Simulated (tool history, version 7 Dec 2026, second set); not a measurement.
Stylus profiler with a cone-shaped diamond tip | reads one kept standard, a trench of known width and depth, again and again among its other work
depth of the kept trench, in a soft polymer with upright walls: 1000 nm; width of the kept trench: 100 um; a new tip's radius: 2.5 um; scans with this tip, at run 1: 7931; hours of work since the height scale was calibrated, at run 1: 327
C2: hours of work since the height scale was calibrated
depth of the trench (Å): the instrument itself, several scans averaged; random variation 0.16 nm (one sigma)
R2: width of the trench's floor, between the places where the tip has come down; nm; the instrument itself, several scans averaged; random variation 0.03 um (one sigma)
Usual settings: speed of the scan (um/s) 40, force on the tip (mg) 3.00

{"run": 1, "hour": 0.0, "speed of the scan (um/s)": 40, "force on the tip (mg)": 3.0, "scans with this tip": 7931, "C2": 327, "depth of the trench (Å)": 10072.7, "R2": 95950}
{"run": 2, "hour": 48.7, "speed of the scan (um/s)": 40, "force on the tip (mg)": 3.0, "scans with this tip": 8073, "C2": 350, "depth of the trench (Å)": 10074.7, "R2": 95900}
{"run": 3, "hour": 97.8, "speed of the scan (um/s)": 40, "force on the tip (mg)": 3.0, "scans with this tip": 8216, "C2": 373, "depth of the trench (Å)": 10079.5, "R2": 95930}
{"run": 4, "hour": 165.4, "speed of the scan (um/s)": 70, "force on the tip (mg)": 3.0, "scans with this tip": 8414, "C2": 405, "depth of the trench (Å)": 10079.5, "R2": 95940}
{"run": 5, "hour": 211.6, "speed of the scan (um/s)": 70, "force on the tip (mg)": 3.0, "scans with this tip": 8549, "C2": 427, "depth of the trench (Å)": 10079.2, "R2": 95910}
{"run": 6, "hour": 271.7, "speed of the scan (um/s)": 70, "force on the tip (mg)": 5.94, "scans with this tip": 8725, "C2": 455, "depth of the trench (Å)": 10120.8, "R2": 95930}
{"run": 7, "hour": 305.4, "speed of the scan (um/s)": 70, "force on the tip (mg)": 5.94, "scans with this tip": 8823, "C2": 471, "depth of the trench (Å)": 10120.5, "R2": 95890}
{"run": 8, "hour": 345.9, "speed of the scan (um/s)": 70, "force on the tip (mg)": 5.94, "scans with this tip": 8941, "C2": 490, "depth of the trench (Å)": 10120.4, "R2": 95870}
{"run": 9, "hour": 416.5, "speed of the scan (um/s)": 70, "force on the tip (mg)": 5.94, "scans with this tip": 9147, "C2": 523, "depth of the trench (Å)": 10121.8, "R2": 95930}
{"run": 10, "hour": 470.0, "speed of the scan (um/s)": 40, "force on the tip (mg)": 3.0, "scans with this tip": 9304, "C2": 549, "depth of the trench (Å)": 10077.8, "R2": 95870}
{"run": 11, "hour": 516.6, "speed of the scan (um/s)": 40, "force on the tip (mg)": 1.16, "scans with this tip": 9440, "C2": 570, "depth of the trench (Å)": 10040.1, "R2": 95880}
{"run": 12, "hour": 562.6, "speed of the scan (um/s)": 40, "force on the tip (mg)": 1.34, "scans with this tip": 9574, "C2": 592, "depth of the trench (Å)": 10045.8, "R2": 95920}
{"run": 13, "hour": 599.5, "speed of the scan (um/s)": 40, "force on the tip (mg)": 3.65, "scans with this tip": 9682, "C2": 610, "depth of the trench (Å)": 10085.8, "R2": 95920}
{"run": 14, "hour": 630.5, "speed of the scan (um/s)": 40, "force on the tip (mg)": 3.65, "scans with this tip": 9773, "C2": 624, "depth of the trench (Å)": 10087.6, "R2": 95920}
{"run": 15, "hour": 695.6, "speed of the scan (um/s)": 78, "force on the tip (mg)": 3.0, "scans with this tip": 9963, "C2": 655, "depth of the trench (Å)": 10074.6, "R2": 95840}
{"run": 16, "hour": 759.4, "speed of the scan (um/s)": 78, "force on the tip (mg)": 3.0, "scans with this tip": 10149, "C2": 685, "depth of the trench (Å)": 10076.7, "R2": 95800}
{"run": 17, "hour": 816.5, "speed of the scan (um/s)": 145, "force on the tip (mg)": 3.0, "scans with this tip": 10316, "C2": 712, "depth of the trench (Å)": 10075.9, "R2": 95780}
{"run": 18, "hour": 857.0, "speed of the scan (um/s)": 145, "force on the tip (mg)": 3.0, "scans with this tip": 10434, "C2": 731, "depth of the trench (Å)": 10079.7, "R2": 95760}
{"run": 19, "hour": 889.1, "speed of the scan (um/s)": 145, "force on the tip (mg)": 3.0, "scans with this tip": 10528, "C2": 746, "depth of the trench (Å)": 10077.3, "R2": 95720}
{"run": 20, "hour": 951.8, "speed of the scan (um/s)": 145, "force on the tip (mg)": 3.0, "scans with this tip": 10711, "C2": 776, "depth of the trench (Å)": 10079.1, "R2": 95730}
{"run": 21, "hour": 1003.2, "speed of the scan (um/s)": 17, "force on the tip (mg)": 3.0, "scans with this tip": 10862, "C2": 800, "depth of the trench (Å)": 10075.3, "R2": 95900}
{"run": 22, "hour": 1038.8, "speed of the scan (um/s)": 17, "force on the tip (mg)": 3.0, "scans with this tip": 10966, "C2": 817, "depth of the trench (Å)": 10076.1, "R2": 95960}
{"run": 23, "hour": 1101.6, "speed of the scan (um/s)": 17, "force on the tip (mg)": 3.0, "scans with this tip": 11149, "C2": 846, "depth of the trench (Å)": 10076.4, "R2": 95960}
{"run": 24, "hour": 1143.7, "speed of the scan (um/s)": 17, "force on the tip (mg)": 3.0, "scans with this tip": 11272, "C2": 866, "depth of the trench (Å)": 10075.7, "R2": 95960}
{"run": 25, "hour": 1200.7, "speed of the scan (um/s)": 70, "force on the tip (mg)": 3.8, "scans with this tip": 11439, "C2": 893, "depth of the trench (Å)": 10089.9, "R2": 95910}
{"run": 26, "hour": 1272.2, "speed of the scan (um/s)": 12, "force on the tip (mg)": 4.33, "scans with this tip": 11648, "C2": 927, "depth of the trench (Å)": 10099.4, "R2": 95930}
{"run": 27, "hour": 1303.0, "speed of the scan (um/s)": 52, "force on the tip (mg)": 4.31, "scans with this tip": 11738, "C2": 941, "depth of the trench (Å)": 10098.2, "R2": 95890}
{"hour": 1327.7, "done": "height scale calibrated on a step standard"}
{"run": 28, "hour": 1343.2, "speed of the scan (um/s)": 52, "force on the tip (mg)": 4.31, "scans with this tip": 11853, "C2": 7, "depth of the trench (Å)": 10096.5, "R2": 95930}
{"run": 29, "hour": 1418.8, "speed of the scan (um/s)": 66, "force on the tip (mg)": 7.66, "scans with this tip": 12074, "C2": 43, "depth of the trench (Å)": 10142.6, "R2": 95970}
{"run": 30, "hour": 1467.4, "speed of the scan (um/s)": 66, "force on the tip (mg)": 7.66, "scans with this tip": 12217, "C2": 66, "depth of the trench (Å)": 10143.7, "R2": 95890}
{"run": 31, "hour": 1517.4, "speed of the scan (um/s)": 66, "force on the tip (mg)": 7.66, "scans with this tip": 12363, "C2": 89, "depth of the trench (Å)": 10146.4, "R2": 95950}
{"run": 32, "hour": 1573.9, "speed of the scan (um/s)": 14, "force on the tip (mg)": 1.16, "scans with this tip": 12528, "C2": 116, "depth of the trench (Å)": 10042.4, "R2": 95960}
{"run": 33, "hour": 1637.7, "speed of the scan (um/s)": 30, "force on the tip (mg)": 2.55, "scans with this tip": 12714, "C2": 146, "depth of the trench (Å)": 10068.4, "R2": 95950}
{"run": 34, "hour": 1680.7, "speed of the scan (um/s)": 14, "force on the tip (mg)": 2.46, "scans with this tip": 12840, "C2": 166, "depth of the trench (Å)": 10065.6, "R2": 95970}
{"run": 35, "hour": 1752.0, "speed of the scan (um/s)": 105, "force on the tip (mg)": 2.46, "scans with this tip": 13048, "C2": 200, "depth of the trench (Å)": 10064.5, "R2": 95780}
{"run": 36, "hour": 1812.4, "speed of the scan (um/s)": 32, "force on the tip (mg)": 5.87, "scans with this tip": 13224, "C2": 229, "depth of the trench (Å)": 10120.3, "R2": 95990}
{"run": 37, "hour": 1848.9, "speed of the scan (um/s)": 16, "force on the tip (mg)": 1.99, "scans with this tip": 13331, "C2": 246, "depth of the trench (Å)": 10058.9, "R2": 95960}
{"run": 38, "hour": 1906.3, "speed of the scan (um/s)": 16, "force on the tip (mg)": 1.99, "scans with this tip": 13499, "C2": 273, "depth of the trench (Å)": 10057.6, "R2": 95920}
{"run": 39, "hour": 1967.6, "speed of the scan (um/s)": 27, "force on the tip (mg)": 1.99, "scans with this tip": 13678, "C2": 302, "depth of the trench (Å)": 10060.5, "R2": 95930}
{"run": 40, "hour": 2012.7, "speed of the scan (um/s)": 27, "force on the tip (mg)": 1.99, "scans with this tip": 13810, "C2": 323, "depth of the trench (Å)": 10056.6, "R2": 95910}
{"run": 41, "hour": 2073.0, "speed of the scan (um/s)": 20, "force on the tip (mg)": 3.17, "scans with this tip": 13986, "C2": 351, "depth of the trench (Å)": 10079.1, "R2": 95910}
{"run": 42, "hour": 2140.3, "speed of the scan (um/s)": 13, "force on the tip (mg)": 1.26, "scans with this tip": 14182, "C2": 383, "depth of the trench (Å)": 10041.5, "R2": 95940}
{"run": 43, "hour": 2192.9, "speed of the scan (um/s)": 40, "force on the tip (mg)": 4.31, "scans with this tip": 14336, "C2": 408, "depth of the trench (Å)": 10098.9, "R2": 95870}
{"run": 44, "hour": 2250.7, "speed of the scan (um/s)": 13, "force on the tip (mg)": 3.0, "scans with this tip": 14505, "C2": 435, "depth of the trench (Å)": 10076.5, "R2": 95930}
{"run": 45, "hour": 2288.9, "speed of the scan (um/s)": 22, "force on the tip (mg)": 3.11, "scans with this tip": 14617, "C2": 453, "depth of the trench (Å)": 10078.2, "R2": 95970}

Forecast each of these 5 alternatives for the next run:
{"run": "A", "hour": 2339.0, "speed of the scan (um/s)": 27, "force on the tip (mg)": 2.26, "scans with this tip": 14763, "C2": 477, "depth of the trench (Å)": "?", "R2": "?"}
{"run": "B", "hour": 2339.0, "speed of the scan (um/s)": 26, "force on the tip (mg)": 1.84, "scans with this tip": 14763, "C2": 477, "depth of the trench (Å)": "?", "R2": "?"}
{"run": "C", "hour": 2339.0, "speed of the scan (um/s)": 32, "force on the tip (mg)": 3.07, "scans with this tip": 14763, "C2": 477, "depth of the trench (Å)": "?", "R2": "?"}
{"run": "D", "hour": 2339.0, "speed of the scan (um/s)": 12, "force on the tip (mg)": 3.0, "scans with this tip": 14763, "C2": 477, "depth of the trench (Å)": "?", "R2": "?"}
{"run": "E", "hour": 2339.0, "speed of the scan (um/s)": 34, "force on the tip (mg)": 1.97, "scans with this tip": 14763, "C2": 477, "depth of the trench (Å)": "?", "R2": "?"}

run=A depth_of_the_trench_(Å)=10061.9 R2=95920
run=B depth_of_the_trench_(Å)=10054.9 R2=95940
run=C depth_of_the_trench_(Å)=10078.8 R2=95890
run=D depth_of_the_trench_(Å)=10077.4 R2=95920
run=E depth_of_the_trench_(Å)=10056.2 R2=95930
Without the tool's hidden state the same runs would have given:
run=A depth_of_the_trench_(Å)=10061.8 R2=95950
run=B depth_of_the_trench_(Å)=10054.8 R2=95960
run=C depth_of_the_trench_(Å)=10078.8 R2=95910
run=D depth_of_the_trench_(Å)=10077.3 R2=95950
run=E depth_of_the_trench_(Å)=10056.2 R2=95950

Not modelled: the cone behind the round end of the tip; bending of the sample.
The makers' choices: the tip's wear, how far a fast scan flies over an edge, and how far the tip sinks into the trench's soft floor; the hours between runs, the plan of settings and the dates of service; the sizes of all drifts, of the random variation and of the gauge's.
